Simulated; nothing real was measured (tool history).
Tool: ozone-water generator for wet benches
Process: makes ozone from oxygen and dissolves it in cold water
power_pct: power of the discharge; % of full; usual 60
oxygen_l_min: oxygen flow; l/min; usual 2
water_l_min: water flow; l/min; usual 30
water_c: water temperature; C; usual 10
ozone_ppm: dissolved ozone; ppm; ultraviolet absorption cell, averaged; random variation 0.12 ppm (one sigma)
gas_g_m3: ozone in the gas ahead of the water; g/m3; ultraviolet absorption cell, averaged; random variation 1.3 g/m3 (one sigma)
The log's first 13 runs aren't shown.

| run | hour | power_pct | oxygen_l_min | water_l_min | water_c | hours of work since the electrodes were changed | hours of work since the contactor was cleaned | hours of work since the thermometer was calibrated | ozone_ppm | gas_g_m3 |
|---|---|---|---|---|---|---|---|---|---|---|
| 14 | 2001.7 | 60 | 3.1 | 30 | 10 | 6439 | 9653 | 1883 | 11.3 | 180.2 |
| 15 | 2106.9 | 60 | 3.1 | 30 | 10 | 6538 | 9752 | 1982 | 11.1 | 180.5 |
| 16 | 2307.1 | 70 | 3.11 | 30 | 5 | 6726 | 9940 | 2170 | 12.4 | 194.3 |
| 17 | 2423 | 60 | 3.37 | 44 | 10 | 6835 | 10049 | 2279 | 7.4 | 173.1 |
| 18 | 2618.8 | 60 | 3.37 | 26 | 15 | 7019 | 10234 | 2463 | 13 | 172.8 |
| 19 | 2748.3 | 60 | 1.49 | 26 | 8 | 7141 | 10355 | 2585 | 9.2 | 226.6 |
| 20 | 2866.8 | 74 | 3.11 | 30 | 12 | 7253 | 10467 | 2696 | 12 | 198.3 |
| 21 | 3040.5 | 63 | 1.59 | 35 | 7 | 7416 | 10630 | 2860 | 6.6 | 227.8 |
| 22 | 3226.6 | 44 | 1.59 | 31 | 7 | 7591 | 10805 | 3035 | 6.5 | 187.3 |
|  | 3251.4 | water thermometer calibrated |
| 23 | 3340.8 | 44 | 1.59 | 31 | 7 | 7698 | 10912 | 84 | 6.4 | 186.5 |
|  | 3468.1 | contactor cleaned |
| 24 | 3532.8 | 44 | 1.59 | 31 | 7 | 7875 | 61 | 261 | 6.8 | 186.4 |
| 25 | 3668.2 | 99 | 2 | 22 | 10 | 8002 | 188 | 388 | 16.5 | 260.8 |
| 26 | 3816.6 | 99 | 2 | 22 | 10 | 8142 | 328 | 528 | 16.6 | 255.5 |
| 27 | 3993.9 | 99 | 2 | 22 | 10 | 8308 | 494 | 695 | 16.7 | 257 |
| 28 | 4120.5 | 99 | 2 | 22 | 10 | 8428 | 614 | 814 | 16.4 | 256.9 |
| 29 | 4231.8 | 41 | 2 | 32 | 6 | 8532 | 718 | 918 | 7.2 | 165.6 |
| 30 | 4407 | 41 | 2 | 32 | 6 | 8697 | 883 | 1083 | 7.1 | 164.7 |

4 ways to go on from here, each from the tool as it stands after run 30. What would each give?
| A | 4548.4 | 74 | 2 | 30 | 10 | 8830 | 1016 | 1216 | ? | ? |
| B | 4548.4 | 41 | 2.95 | 32 | 7 | 8830 | 1016 | 1216 | ? | ? |
| C | 4548.4 | 41 | 2 | 32 | 6 | 8830 | 1016 | 1216 | ? | ? |
| D | 4548.4 | 60 | 2 | 30 | 7 | 8830 | 1016 | 1216 | ? | ? |

| run | ozone_ppm | gas_g_m3 |
|---|---|---|
| A | 10.2 | 218.2 |
| B | 8.7 | 142.8 |
| C | 7 | 165 |
| D | 9.1 | 197.3 |
Without the tool's hidden state the same runs would have given:
| run | ozone_ppm | gas_g_m3 |
|---|---|---|
| A | 12.7 | 270.3 |
| B | 10.2 | 165.4 |
| C | 8.2 | 191 |
| D | 11.1 | 238.5 |
